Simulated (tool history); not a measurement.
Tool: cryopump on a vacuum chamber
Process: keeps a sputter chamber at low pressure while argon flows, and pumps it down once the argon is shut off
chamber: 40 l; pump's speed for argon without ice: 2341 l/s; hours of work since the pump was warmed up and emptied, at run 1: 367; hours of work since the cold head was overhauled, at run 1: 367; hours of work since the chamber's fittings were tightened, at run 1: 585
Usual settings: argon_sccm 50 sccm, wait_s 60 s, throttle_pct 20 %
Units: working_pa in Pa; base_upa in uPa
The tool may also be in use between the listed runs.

run	hour	argon_sccm	wait_s	throttle_pct	hours of work since the pump was warmed up and emptied	hours of work since the cold head was overhauled	hours of work since the chamber's fittings were tightened	working_pa	base_upa
1	0	50	60	20	367	367	585	0.1822	1.54
2	23	50	60	20	379	379	597	0.1832	1.57
3	68.1	50	60	20	403	403	621	0.184	1.58
4	89.1	50	60	20	414	414	632	0.1836	1.6
5	124	50	60	20	432	432	650	0.1844	1.66
6	150.4	50	60	20	446	446	664	0.1842	1.68
7	201.6	50	60	20	473	473	691	0.1835	1.73
8	245.3	50	60	20	496	496	714	0.1826	1.74
9	269.8	50	60	20	508	508	727	0.1829	1.79
10	312.3	50	60	20	531	531	749	0.1831	1.79
11	334.5	50	60	20	542	542	761	0.1846	1.78
12	359.2	50	60	20	555	555	773	0.1847	1.8
13	407	50	284	20	580	580	798	0.1844	1.39
14	442.8	80	284	20	599	599	817	0.2953	1.41
15	489.6	80	284	20	624	624	842	0.2956	1.5
16	514.8	42	45	24	637	637	855	0.1302	2.19
17	539	54	117	19	650	650	868	0.2112	1.71
18	574.5	33	60	40	668	668	886	0.0629	2.03
19	600.7	21	283	24	682	682	900	0.066	1.55
20	644.9	21	283	24	705	705	923	0.0651	1.64
21	669.7	50	94	20	718	718	936	0.1855	1.94
22	714.7	50	24	51	742	742	960	0.0758	3.02
23	747.9	95	56	51	759	759	977	0.1439	2.14
24	797.1	21	60	28	785	785	1003	0.0558	2.19

The next listed run, before its measurement:
25	823.9	55	121	24	799	799	1017	?	?

working_pa: 0.1708 Pa
base_upa: 2 uPa
Without the tool's hidden state the same run would have given working_pa 0.165 Pa, base_upa 0.43 uPa.

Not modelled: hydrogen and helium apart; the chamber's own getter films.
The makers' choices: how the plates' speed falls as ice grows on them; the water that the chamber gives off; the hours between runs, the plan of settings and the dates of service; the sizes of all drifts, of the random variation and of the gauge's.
